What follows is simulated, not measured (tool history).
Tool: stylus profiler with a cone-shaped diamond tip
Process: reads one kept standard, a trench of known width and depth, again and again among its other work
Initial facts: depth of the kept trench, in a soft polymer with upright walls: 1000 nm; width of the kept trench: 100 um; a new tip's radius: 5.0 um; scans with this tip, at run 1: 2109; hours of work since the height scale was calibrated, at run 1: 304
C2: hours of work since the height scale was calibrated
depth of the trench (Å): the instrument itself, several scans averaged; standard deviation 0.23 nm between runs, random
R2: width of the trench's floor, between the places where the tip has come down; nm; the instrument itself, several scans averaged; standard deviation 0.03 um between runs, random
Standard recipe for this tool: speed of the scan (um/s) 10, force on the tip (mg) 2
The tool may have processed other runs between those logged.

run 1 hour=0 | speed_of_the_scan_(um/s)=10 force_on_the_tip_(mg)=2 | scans_with_this_tip=2109 C2=304 | depth_of_the_trench_(Å)=10109.4 R2=93960
run 2 hour=27.5 | speed_of_the_scan_(um/s)=10 force_on_the_tip_(mg)=0.69 | scans_with_this_tip=2220 C2=320 | depth_of_the_trench_(Å)=10055.4 R2=93900
run 3 hour=73.5 | speed_of_the_scan_(um/s)=10 force_on_the_tip_(mg)=2 | scans_with_this_tip=2404 C2=347 | depth_of_the_trench_(Å)=10106.8 R2=94000
run 4 hour=107.6 | speed_of_the_scan_(um/s)=10 force_on_the_tip_(mg)=2 | scans_with_this_tip=2541 C2=366 | depth_of_the_trench_(Å)=10109.7 R2=93940
run 5 hour=161.5 | speed_of_the_scan_(um/s)=10 force_on_the_tip_(mg)=2 | scans_with_this_tip=2758 C2=397 | depth_of_the_trench_(Å)=10108.1 R2=93960
run 6 hour=199.5 | speed_of_the_scan_(um/s)=10 force_on_the_tip_(mg)=1.62 | scans_with_this_tip=2910 C2=419 | depth_of_the_trench_(Å)=10098.4 R2=93950
run 7 hour=233.6 | speed_of_the_scan_(um/s)=10 force_on_the_tip_(mg)=1.62 | scans_with_this_tip=3047 C2=439 | depth_of_the_trench_(Å)=10099 R2=93970
run 8 hour=273.6 | speed_of_the_scan_(um/s)=10 force_on_the_tip_(mg)=5.19 | scans_with_this_tip=3207 C2=462 | depth_of_the_trench_(Å)=10202.2 R2=93940
run 9 hour=326.3 | speed_of_the_scan_(um/s)=10 force_on_the_tip_(mg)=0.73 | scans_with_this_tip=3419 C2=493 | depth_of_the_trench_(Å)=10056 R2=93910
run 10 hour=389.9 | speed_of_the_scan_(um/s)=10 force_on_the_tip_(mg)=0.73 | scans_with_this_tip=3674 C2=530 | depth_of_the_trench_(Å)=10054.9 R2=93880
run 11 hour=452.9 | speed_of_the_scan_(um/s)=4 force_on_the_tip_(mg)=2 | scans_with_this_tip=3927 C2=566 | depth_of_the_trench_(Å)=10111.1 R2=93940
run 12 hour=502.7 | speed_of_the_scan_(um/s)=18 force_on_the_tip_(mg)=2 | scans_with_this_tip=4126 C2=595 | depth_of_the_trench_(Å)=10110.3 R2=93910
run 13 hour=536.7 | speed_of_the_scan_(um/s)=10 force_on_the_tip_(mg)=2 | scans_with_this_tip=4263 C2=614 | depth_of_the_trench_(Å)=10108.2 R2=93940
run 14 hour=585.8 | speed_of_the_scan_(um/s)=10 force_on_the_tip_(mg)=2 | scans_with_this_tip=4460 C2=643 | depth_of_the_trench_(Å)=10109.4 R2=94000
run 15 hour=650.6 | speed_of_the_scan_(um/s)=10 force_on_the_tip_(mg)=2 | scans_with_this_tip=4720 C2=680 | depth_of_the_trench_(Å)=10111 R2=93930
run 16 hour=708.5 | speed_of_the_scan_(um/s)=10 force_on_the_tip_(mg)=2 | scans_with_this_tip=4952 C2=714 | depth_of_the_trench_(Å)=10109.3 R2=93970
run 17 hour=762 | speed_of_the_scan_(um/s)=10 force_on_the_tip_(mg)=1.35 | scans_with_this_tip=5167 C2=745 | depth_of_the_trench_(Å)=10085.6 R2=93910
run 18 hour=798.9 | speed_of_the_scan_(um/s)=10 force_on_the_tip_(mg)=2 | scans_with_this_tip=5315 C2=766 | depth_of_the_trench_(Å)=10112.7 R2=93950
run 19 hour=852.3 | speed_of_the_scan_(um/s)=10 force_on_the_tip_(mg)=3.28 | scans_with_this_tip=5529 C2=797 | depth_of_the_trench_(Å)=10155 R2=93970
run 20 hour=893.2 | speed_of_the_scan_(um/s)=10 force_on_the_tip_(mg)=3.28 | scans_with_this_tip=5693 C2=821 | depth_of_the_trench_(Å)=10154.1 R2=93980
run 21 hour=954.5 | speed_of_the_scan_(um/s)=10 force_on_the_tip_(mg)=2 | scans_with_this_tip=5939 C2=856 | depth_of_the_trench_(Å)=10109 R2=93970
run 22 hour=982.7 | speed_of_the_scan_(um/s)=20 force_on_the_tip_(mg)=2 | scans_with_this_tip=6052 C2=872 | depth_of_the_trench_(Å)=10106.4 R2=93920
run 23 hour=1047.5 | speed_of_the_scan_(um/s)=20 force_on_the_tip_(mg)=2 | scans_with_this_tip=6312 C2=910 | depth_of_the_trench_(Å)=10108.9 R2=93930

What does the tool deliver on the next run?
run 24 hour=1097.9 | speed_of_the_scan_(um/s)=3 force_on_the_tip_(mg)=2.51 | scans_with_this_tip=6514 C2=939 | depth_of_the_trench_(Å)=? R2=?

{"run 24": {"depth of the trench (Å)": 10130.3, "R2": 93950}}
The same run, on a tool lacking any hidden state, would have yielded depth of the trench (Å) 10129.8, R2 93970 nm.
